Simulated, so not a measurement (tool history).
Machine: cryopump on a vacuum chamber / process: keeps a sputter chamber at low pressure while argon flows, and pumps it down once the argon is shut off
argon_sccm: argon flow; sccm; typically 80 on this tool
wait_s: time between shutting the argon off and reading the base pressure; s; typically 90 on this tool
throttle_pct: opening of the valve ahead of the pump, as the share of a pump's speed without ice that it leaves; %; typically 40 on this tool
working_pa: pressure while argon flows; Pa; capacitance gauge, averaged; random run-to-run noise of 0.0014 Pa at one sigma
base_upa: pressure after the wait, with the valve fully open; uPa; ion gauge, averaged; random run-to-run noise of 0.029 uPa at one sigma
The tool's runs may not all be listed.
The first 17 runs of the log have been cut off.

run	hour	argon_sccm	wait_s	throttle_pct	hours of work since the pump was warmed up and emptied	hours of work since the cold head was overhauled	hours of work since the chamber's fittings were tightened	working_pa	base_upa
# hour 820.5: leaking fittings of the chamber tightened, without venting
18	848.1	80	66	40	422	2934	25	0.3525	1.91
19	903.5	135	75	16	472	2984	75	1.4288	1.74
20	964.2	135	75	16	527	3038	129	1.4375	1.83
21	1017.8	59	39	49	575	3087	178	0.2219	3.06
22	1091.7	32	200	49	641	3153	244	0.1220	1.20
23	1149.9	46	22	30	694	3205	296	0.2745	5.16
24	1196.9	54	22	34	736	3248	339	0.2903	5.25
# hour 1252.3: pump warmed up, emptied and cooled again
25	1253.7	80	90	17	1	3294	385	0.7752	1.79
26	1322.5	80	90	17	63	3356	447	0.7761	1.83
27	1380.0	80	90	17	115	3408	499	0.7806	1.86
28	1417.6	59	40	44	149	3442	533	0.2282	3.21
29	1451.3	59	40	44	179	3472	563	0.2283	3.33
30	1495.5	59	40	44	219	3512	603	0.2299	3.42
31	1556.1	59	40	44	273	3567	657	0.2345	3.41
32	1600.1	59	40	44	313	3606	697	0.2353	3.52
33	1675.5	69	119	28	381	3674	765	0.4241	2.01

Branching from run 33: 3 alternative next runs. What would each branch give?
A	1708.0	129	90	24	410	3703	794	?	?
B	1708.0	44	41	31	410	3703	794	?	?
C	1708.0	136	119	29	410	3703	794	?	?

run	working_pa	base_upa
A	0.9269	2.31
B	0.2452	3.54
C	0.8077	2.02
With no hidden state in the tool, these same runs would have given:
run	working_pa	base_upa
A	0.8877	1.40
B	0.2320	2.67
C	0.7668	1.12
